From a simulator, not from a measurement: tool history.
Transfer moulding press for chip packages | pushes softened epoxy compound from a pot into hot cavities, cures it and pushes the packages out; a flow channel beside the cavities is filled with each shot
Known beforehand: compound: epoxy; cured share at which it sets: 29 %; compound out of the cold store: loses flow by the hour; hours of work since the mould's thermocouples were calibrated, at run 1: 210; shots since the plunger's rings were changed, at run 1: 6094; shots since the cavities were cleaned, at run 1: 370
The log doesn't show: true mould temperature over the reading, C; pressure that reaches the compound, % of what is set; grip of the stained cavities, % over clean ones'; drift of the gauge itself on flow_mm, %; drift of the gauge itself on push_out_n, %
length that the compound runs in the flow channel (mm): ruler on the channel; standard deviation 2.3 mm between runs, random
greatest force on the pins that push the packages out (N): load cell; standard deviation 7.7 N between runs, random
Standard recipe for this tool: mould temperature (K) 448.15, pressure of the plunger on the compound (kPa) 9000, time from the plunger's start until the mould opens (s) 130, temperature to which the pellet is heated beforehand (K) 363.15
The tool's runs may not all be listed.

run,day,mould temperature (K),pressure of the plunger on the compound (kPa),time from the plunger's start until the mould opens (s),temperature to which the pellet is heated beforehand (K),hours of work since the mould's thermocouples were calibrated,shots since the plunger's rings were changed,shots since the cavities were cleaned,incoming compound's hours out of the cold store,length that the compound runs in the flow channel (mm),greatest force on the pins that push the packages out (N)
1,0.000,448.15,9000,130,363.15,210,6094,370,16.2,530,332
2,0.458,448.15,10790,130,363.15,214,6156,432,35.7,523,354
# day 0.650: cavities cleaned with cleaning compound and waxed
3,0.758,448.15,9000,130,370.15,217,6188,14,14.2,529,344
4,1.179,449.15,9000,130,363.15,221,6245,71,18.6,516,335
5,1.562,449.15,9000,130,363.15,224,6297,123,32.5,484,320
6,1.904,449.15,9000,130,363.15,228,6344,170,43.7,458,323
# day 2.133: plunger's sealing rings changed
7,2.317,449.15,8170,130,363.15,231,25,212,16.8,500,341
8,2.692,448.15,9000,130,359.15,234,76,263,31.3,488,349
9,3.008,446.15,9000,130,359.15,237,119,306,21.7,520,373
10,3.408,448.15,9000,130,363.15,241,173,360,31.4,486,345
11,3.704,448.15,9000,130,363.15,244,214,401,29.2,492,337
# day 4.146: cavities cleaned with cleaning compound and waxed
12,4.308,448.15,9000,130,363.15,249,287,22,13.1,539,347
13,4.729,448.15,10960,163,363.15,253,344,79,37.5,528,287
14,5.012,448.15,10960,163,363.15,256,383,118,18.9,572,289
15,5.254,448.15,10960,163,367.15,258,416,151,28.0,545,302
16,5.571,448.15,10960,163,367.15,262,458,193,32.7,533,295
17,5.879,441.15,9990,111,362.15,264,500,235,45.2,496,612
18,6.171,448.15,9000,159,363.15,267,540,275,10.8,544,300
19,6.642,448.15,10890,166,363.15,272,604,339,8.3,603,284
20,7.058,454.15,9000,127,372.15,276,661,396,45.4,449,288
# day 7.521: cavities cleaned with cleaning compound and waxed
21,7.650,449.15,9540,128,363.15,281,732,17,35.2,495,335

Branching from run 21: 4 alternative next runs. What would each branch give?
A,8.158,447.15,10240,141,363.15,286,801,86,27.1,?,?
B,8.158,449.15,9540,169,363.15,286,801,86,12.8,?,?
C,8.158,449.15,9540,116,363.15,286,801,86,40.8,?,?
D,8.158,455.15,9000,149,363.15,286,801,86,45.9,?,?

run,length that the compound runs in the flow channel (mm),greatest force on the pins that push the packages out (N)
A,536,319
B,553,297
C,479,350
D,450,296
Without the tool's unlogged condition, the same runs would have read:
run,length that the compound runs in the flow channel (mm),greatest force on the pins that push the packages out (N)
A,537,317
B,553,295
C,480,348
D,450,294
